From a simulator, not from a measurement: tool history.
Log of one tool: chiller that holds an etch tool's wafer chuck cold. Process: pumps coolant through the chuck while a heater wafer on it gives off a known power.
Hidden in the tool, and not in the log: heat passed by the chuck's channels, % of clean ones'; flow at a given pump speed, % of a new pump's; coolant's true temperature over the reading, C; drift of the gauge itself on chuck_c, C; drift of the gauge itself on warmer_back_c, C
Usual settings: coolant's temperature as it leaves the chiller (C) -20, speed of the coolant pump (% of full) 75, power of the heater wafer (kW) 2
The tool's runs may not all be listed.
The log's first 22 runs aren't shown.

run	day	coolant's temperature as it leaves the chiller (C)	speed of the coolant pump (% of full)	power of the heater wafer (kW)	hours since the coolant was changed and the channels were flushed	hours since the pump was overhauled	hours since the chiller's thermometer was calibrated	chuck's temperature once it has settled (C)	how much warmer the coolant comes back (C)
23	79.117	-25	70	1.812	352	2729	1347	-8.3	7.12
24	82.521	-15	96	2.123	433	2811	1429	0.9	5.77
25	85.754	-15	96	2.123	511	2889	1506	0.9	5.83
26	89.525	-15	96	2.123	601	2979	1597	0.8	5.78
27	93.138	-19	60	1.489	688	3066	1683	-3.6	6.9
28	96.058	-11	79	1.286	758	3136	1754	0	4.4
29	98.425	-20	75	2.71	815	3193	1810	4	9.8
30	101.038	-20	75	2.71	878	3255	1873	3.9	9.87
31	103.296	-20	75	1.126	932	3310	1927	-10.1	4.03
32	106.417	-20	75	1.126	1007	3385	2002	-9.9	3.98
33	111.125	-20	75	2.846	1120	3497	2115	5.1	10.25

3 ways to go on from here, each from the tool as it stands after run 33. What would each give?
A	114.988	-10	95	2.032	1213	3590	2208	?	?
B	114.988	-20	89	2	1213	3590	2208	?	?
C	114.988	-20	75	1.297	1213	3590	2208	?	?

run	chuck's temperature once it has settled (C)	how much warmer the coolant comes back (C)
A	5.3	5.65
B	-4.2	5.97
C	-8.5	4.68
Without the tool's hidden state the same runs would have given:
run	chuck's temperature once it has settled (C)	how much warmer the coolant comes back (C)
A	5.3	5.65
B	-4.2	5.97
C	-8.6	4.68
